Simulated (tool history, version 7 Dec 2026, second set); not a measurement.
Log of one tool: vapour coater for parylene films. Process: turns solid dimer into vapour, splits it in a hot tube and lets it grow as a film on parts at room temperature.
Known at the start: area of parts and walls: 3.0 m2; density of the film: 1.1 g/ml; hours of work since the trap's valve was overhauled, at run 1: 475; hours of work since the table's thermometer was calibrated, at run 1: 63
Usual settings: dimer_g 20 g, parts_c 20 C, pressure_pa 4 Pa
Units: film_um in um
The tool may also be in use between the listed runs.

| run | hour | dimer_g | parts_c | pressure_pa | hours of work since the trap's valve was overhauled | hours of work since the table's thermometer was calibrated | film_um |
|---|---|---|---|---|---|---|---|
| 1 | 0 | 20 | 20 | 4 | 475 | 63 | 3.94 |
| 2 | 36.6 | 20 | 14 | 4 | 506 | 94 | 4.5 |
| 3 | 106.1 | 20 | 14 | 4 | 565 | 153 | 4.3 |
|  | 165.4 | trap's valve overhauled |
| 4 | 166.8 | 10 | 14 | 4 | 1 | 201 | 2.42 |
| 5 | 199.4 | 10 | 14 | 4 | 29 | 229 | 2.4 |
| 6 | 250.9 | 20 | 20 | 4 | 73 | 273 | 4.28 |
| 7 | 316.4 | 20 | 20 | 4 | 129 | 329 | 4.22 |
|  | 323.9 | table's thermometer calibrated |
| 8 | 366.9 | 20 | 20 | 4 | 171 | 37 | 4.16 |
| 9 | 419.8 | 20 | 20 | 4 | 216 | 82 | 4.08 |
|  | 456.1 | table's thermometer calibrated, once more |
| 10 | 488.9 | 26 | 20 | 10.75 | 274 | 28 | 4.51 |
| 11 | 521.4 | 26 | 20 | 10.75 | 301 | 56 | 4.42 |
| 12 | 580.2 | 26 | 20 | 10.75 | 351 | 106 | 4.39 |
| 13 | 643.5 | 26 | 20 | 10.75 | 405 | 159 | 4.3 |
| 14 | 707 | 21 | 19 | 2.86 | 459 | 214 | 4.53 |
| 15 | 778.2 | 13 | 20 | 7.8 | 520 | 274 | 2.25 |
| 16 | 833.6 | 13 | 20 | 7.8 | 567 | 321 | 2.22 |
|  | 886.2 | trap's valve overhauled |
| 17 | 903.6 | 13 | 20 | 7.8 | 15 | 377 | 2.46 |
| 18 | 952.8 | 13 | 20 | 5.69 | 57 | 419 | 2.58 |

How the hidden state differs across the entries between the runs, from the last listed run before each to the first after it:
Between runs 3 and 4: trap's valve overhauled (hour 165.4)
  vapour lost through the trap's worn valve, %: 10.2 -> 0.2; true temperature of the parts over the reading, C: -0.03 -> -0.01
  measured less the result without the state, film_um: -0.49 -> +0 um
Between runs 7 and 8: table's thermometer calibrated (hour 323.9)
  vapour lost through the trap's worn valve, %: 2.3 -> 3.1; true temperature of the parts over the reading, C: 0.02 -> 0.04
  measured less the result without the state, film_um: -0.11 -> -0.14 um
Between runs 9 and 10: table's thermometer calibrated, once more (hour 456.1)
  vapour lost through the trap's worn valve, %: 3.8 -> 4.8; true temperature of the parts over the reading, C: 0.06 -> -0.15
  measured less the result without the state, film_um: -0.17 -> -0.21 um
Between runs 16 and 17: trap's valve overhauled (hour 886.2)
  vapour lost through the trap's worn valve, %: 9.8 -> 0.5; true temperature of the parts over the reading, C: -0.06 -> -0.05
  measured less the result without the state, film_um: -0.24 -> -0.01 um
